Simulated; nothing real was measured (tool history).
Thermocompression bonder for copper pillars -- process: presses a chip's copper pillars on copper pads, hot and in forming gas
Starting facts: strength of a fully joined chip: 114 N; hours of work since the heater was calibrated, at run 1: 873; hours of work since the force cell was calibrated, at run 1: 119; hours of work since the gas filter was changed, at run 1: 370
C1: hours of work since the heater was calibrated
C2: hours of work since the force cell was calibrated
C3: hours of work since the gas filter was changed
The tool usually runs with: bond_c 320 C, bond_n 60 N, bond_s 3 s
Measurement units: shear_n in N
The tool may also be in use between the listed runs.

run 1 day=0.000 | bond_c=320 bond_n=60 bond_s=3 | C1=873 C2=119 C3=370 | shear_n=47.1
run 2 day=0.292 | bond_c=320 bond_n=60 bond_s=3 | C1=877 C2=123 C3=374 | shear_n=48.4
run 3 day=0.617 | bond_c=320 bond_n=60 bond_s=3 | C1=881 C2=127 C3=378 | shear_n=48.3
run 4 day=0.808 | bond_c=320 bond_n=60 bond_s=3 | C1=884 C2=130 C3=381 | shear_n=48.9
run 5 day=1.096 | bond_c=320 bond_n=60 bond_s=3 | C1=888 C2=134 C3=385 | shear_n=47.1
run 6 day=1.388 | bond_c=320 bond_n=60 bond_s=4 | C1=892 C2=138 C3=389 | shear_n=52.7
run 7 day=1.750 | bond_c=320 bond_n=60 bond_s=4 | C1=897 C2=143 C3=394 | shear_n=54.5
run 8 day=2.108 | bond_c=320 bond_n=60 bond_s=4 | C1=901 C2=148 C3=399 | shear_n=53.4
run 9 day=2.375 | bond_c=320 bond_n=60 bond_s=3 | C1=905 C2=151 C3=402 | shear_n=48.4
run 10 day=2.529 | bond_c=320 bond_n=60 bond_s=3 | C1=907 C2=153 C3=405 | shear_n=48.3
-- day=2.671 forming gas filter changed
run 11 day=2.858 | bond_c=320 bond_n=60 bond_s=3 | C1=911 C2=158 C3=3 | shear_n=45.9
run 12 day=3.129 | bond_c=320 bond_n=60 bond_s=3 | C1=915 C2=161 C3=6 | shear_n=48.4
run 13 day=3.371 | bond_c=320 bond_n=60 bond_s=3 | C1=918 C2=165 C3=10 | shear_n=49.0
run 14 day=3.604 | bond_c=320 bond_n=60 bond_s=3 | C1=921 C2=168 C3=13 | shear_n=48.7
run 15 day=3.958 | bond_c=349 bond_n=63 bond_s=5 | C1=926 C2=173 C3=18 | shear_n=73.6
run 16 day=4.221 | bond_c=292 bond_n=65 bond_s=3 | C1=930 C2=176 C3=21 | shear_n=39.6
run 17 day=4.554 | bond_c=335 bond_n=60 bond_s=3 | C1=934 C2=181 C3=26 | shear_n=53.9
run 18 day=4.833 | bond_c=329 bond_n=81 bond_s=2 | C1=938 C2=185 C3=29 | shear_n=57.3
run 19 day=5.121 | bond_c=290 bond_n=41 bond_s=2 | C1=942 C2=188 C3=33 | shear_n=20.7
run 20 day=5.300 | bond_c=290 bond_n=41 bond_s=2 | C1=945 C2=191 C3=36 | shear_n=20.5
run 21 day=5.517 | bond_c=292 bond_n=54 bond_s=3 | C1=948 C2=194 C3=39 | shear_n=33.6
run 22 day=5.717 | bond_c=301 bond_n=74 bond_s=5 | C1=950 C2=197 C3=42 | shear_n=59.2

How the hidden state differs across the entries between the runs, from the last listed run before each to the first after it:
Logged between run 10 and run 11: forming gas filter changed (day 2.671)
  oxide that the forming gas leaves, % of the face: 0.77 -> 0.5

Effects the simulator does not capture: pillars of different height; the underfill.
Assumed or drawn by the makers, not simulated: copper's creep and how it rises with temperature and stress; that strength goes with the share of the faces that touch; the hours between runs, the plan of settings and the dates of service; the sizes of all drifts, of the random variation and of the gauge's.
